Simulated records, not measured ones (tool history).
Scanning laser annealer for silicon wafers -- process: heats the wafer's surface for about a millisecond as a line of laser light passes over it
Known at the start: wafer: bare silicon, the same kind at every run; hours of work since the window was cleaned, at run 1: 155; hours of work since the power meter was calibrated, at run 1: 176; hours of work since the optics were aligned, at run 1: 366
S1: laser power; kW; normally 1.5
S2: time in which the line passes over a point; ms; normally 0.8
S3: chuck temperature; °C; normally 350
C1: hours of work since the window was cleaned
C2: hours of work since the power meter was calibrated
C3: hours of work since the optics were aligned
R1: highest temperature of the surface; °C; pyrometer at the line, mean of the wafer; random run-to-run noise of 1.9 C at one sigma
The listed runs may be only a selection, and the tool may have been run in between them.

{"run": 1, "day": 0.0, "S1": 1.5, "S2": 0.8, "S3": 350, "C1": 155, "C2": 176, "C3": 366, "R1": 1166}
{"run": 2, "day": 0.229, "S1": 1.5, "S2": 0.8, "S3": 350, "C1": 158, "C2": 179, "C3": 369, "R1": 1165}
{"run": 3, "day": 0.508, "S1": 1.5, "S2": 0.8, "S3": 350, "C1": 162, "C2": 183, "C3": 372, "R1": 1163}
{"run": 4, "day": 0.783, "S1": 1.5, "S2": 0.8, "S3": 326, "C1": 165, "C2": 186, "C3": 376, "R1": 1139}
{"run": 5, "day": 1.067, "S1": 1.5, "S2": 0.8, "S3": 326, "C1": 169, "C2": 190, "C3": 380, "R1": 1140}
{"run": 6, "day": 1.3, "S1": 1.5, "S2": 0.8, "S3": 326, "C1": 172, "C2": 193, "C3": 383, "R1": 1140}
{"run": 7, "day": 1.6, "S1": 1.5, "S2": 0.8, "S3": 326, "C1": 176, "C2": 198, "C3": 387, "R1": 1136}
{"run": 8, "day": 2.012, "S1": 1.5, "S2": 0.8, "S3": 326, "C1": 182, "C2": 203, "C3": 393, "R1": 1136}
{"run": 9, "day": 2.421, "S1": 1.5, "S2": 0.8, "S3": 323, "C1": 188, "C2": 209, "C3": 399, "R1": 1134}
{"run": 10, "day": 2.858, "S1": 1.531, "S2": 0.8, "S3": 350, "C1": 194, "C2": 215, "C3": 405, "R1": 1179}
{"run": 11, "day": 3.254, "S1": 1.5, "S2": 0.8, "S3": 334, "C1": 199, "C2": 220, "C3": 410, "R1": 1145}
{"run": 12, "day": 3.612, "S1": 1.5, "S2": 0.8, "S3": 350, "C1": 204, "C2": 225, "C3": 415, "R1": 1162}
{"run": 13, "day": 4.008, "S1": 1.5, "S2": 0.8, "S3": 350, "C1": 209, "C2": 230, "C3": 420, "R1": 1162}
{"run": 14, "day": 4.317, "S1": 1.5, "S2": 0.8, "S3": 350, "C1": 214, "C2": 235, "C3": 424, "R1": 1160}
{"run": 15, "day": 4.55, "S1": 1.5, "S2": 0.8, "S3": 350, "C1": 217, "C2": 238, "C3": 428, "R1": 1157}
{"run": 16, "day": 4.846, "S1": 1.531, "S2": 0.8, "S3": 350, "C1": 221, "C2": 242, "C3": 432, "R1": 1177}
{"run": 17, "day": 5.154, "S1": 1.5, "S2": 0.8, "S3": 350, "C1": 225, "C2": 246, "C3": 436, "R1": 1160}
{"run": 18, "day": 5.367, "S1": 1.5, "S2": 0.8, "S3": 350, "C1": 228, "C2": 249, "C3": 439, "R1": 1162}
{"run": 19, "day": 5.762, "S1": 1.5, "S2": 0.8, "S3": 350, "C1": 233, "C2": 254, "C3": 444, "R1": 1160}
{"run": 20, "day": 6.188, "S1": 1.5, "S2": 0.8, "S3": 350, "C1": 239, "C2": 260, "C3": 450, "R1": 1160}
{"run": 21, "day": 6.621, "S1": 1.5, "S2": 0.8, "S3": 350, "C1": 245, "C2": 266, "C3": 456, "R1": 1159}
{"run": 22, "day": 7.083, "S1": 1.5, "S2": 0.8, "S3": 350, "C1": 251, "C2": 272, "C3": 462, "R1": 1157}
{"run": 23, "day": 7.508, "S1": 1.439, "S2": 0.894, "S3": 330, "C1": 257, "C2": 278, "C3": 468, "R1": 1144}
{"run": 24, "day": 7.896, "S1": 1.439, "S2": 0.894, "S3": 330, "C1": 262, "C2": 284, "C3": 473, "R1": 1144}
{"run": 25, "day": 8.112, "S1": 1.439, "S2": 0.894, "S3": 330, "C1": 265, "C2": 287, "C3": 476, "R1": 1142}
{"run": 26, "day": 8.471, "S1": 1.322, "S2": 0.644, "S3": 331, "C1": 270, "C2": 291, "C3": 481, "R1": 972}
{"run": 27, "day": 8.892, "S1": 1.485, "S2": 0.873, "S3": 372, "C1": 276, "C2": 297, "C3": 487, "R1": 1204}
{"run": 28, "day": 9.308, "S1": 1.5, "S2": 0.8, "S3": 354, "C1": 282, "C2": 303, "C3": 493, "R1": 1159}
{"run": 29, "day": 9.75, "S1": 1.401, "S2": 0.599, "S3": 345, "C1": 288, "C2": 309, "C3": 499, "R1": 997}
{"run": 30, "day": 10.221, "S1": 1.401, "S2": 0.599, "S3": 345, "C1": 294, "C2": 315, "C3": 505, "R1": 997}
{"run": 31, "day": 10.592, "S1": 1.401, "S2": 0.599, "S3": 345, "C1": 299, "C2": 320, "C3": 510, "R1": 1000}
{"run": 32, "day": 10.85, "S1": 1.457, "S2": 0.924, "S3": 327, "C1": 303, "C2": 324, "C3": 514, "R1": 1161}
{"run": 33, "day": 11.283, "S1": 1.581, "S2": 0.919, "S3": 336, "C1": 309, "C2": 330, "C3": 520, "R1": 1240}
{"day": 11.533, "done": "window over the wafer cleaned"}
{"run": 34, "day": 11.575, "S1": 1.498, "S2": 0.588, "S3": 326, "C1": 1, "C2": 333, "C3": 522, "R1": 1042}
{"run": 35, "day": 11.796, "S1": 1.393, "S2": 0.8, "S3": 351, "C1": 4, "C2": 336, "C3": 525, "R1": 1112}
{"run": 36, "day": 12.012, "S1": 1.393, "S2": 0.8, "S3": 351, "C1": 6, "C2": 339, "C3": 528, "R1": 1113}
{"run": 37, "day": 12.3, "S1": 1.547, "S2": 0.627, "S3": 350, "C1": 10, "C2": 343, "C3": 532, "R1": 1106}
{"run": 38, "day": 12.667, "S1": 1.547, "S2": 0.627, "S3": 350, "C1": 15, "C2": 348, "C3": 537, "R1": 1107}
{"run": 39, "day": 12.992, "S1": 1.537, "S2": 0.811, "S3": 374, "C1": 20, "C2": 352, "C3": 542, "R1": 1217}
{"run": 40, "day": 13.212, "S1": 1.537, "S2": 0.811, "S3": 374, "C1": 23, "C2": 355, "C3": 545, "R1": 1221}
{"run": 41, "day": 13.529, "S1": 1.586, "S2": 0.811, "S3": 379, "C1": 27, "C2": 359, "C3": 549, "R1": 1254}

Hidden condition of the tool, last listed run before each entry between runs versus first listed run after:
In the gap between runs 33 and 34: window over the wafer cleaned (day 11.533)
  light that passes the window, % of a clean one's: 97.65 -> 99.9; laser's true power over the reading, %: -0.02 -> -0.03; width of the line over the set one, %: 0.76 -> 0.77
  difference, measured minus the result without the unlogged condition, R1: -27 -> -4 °C
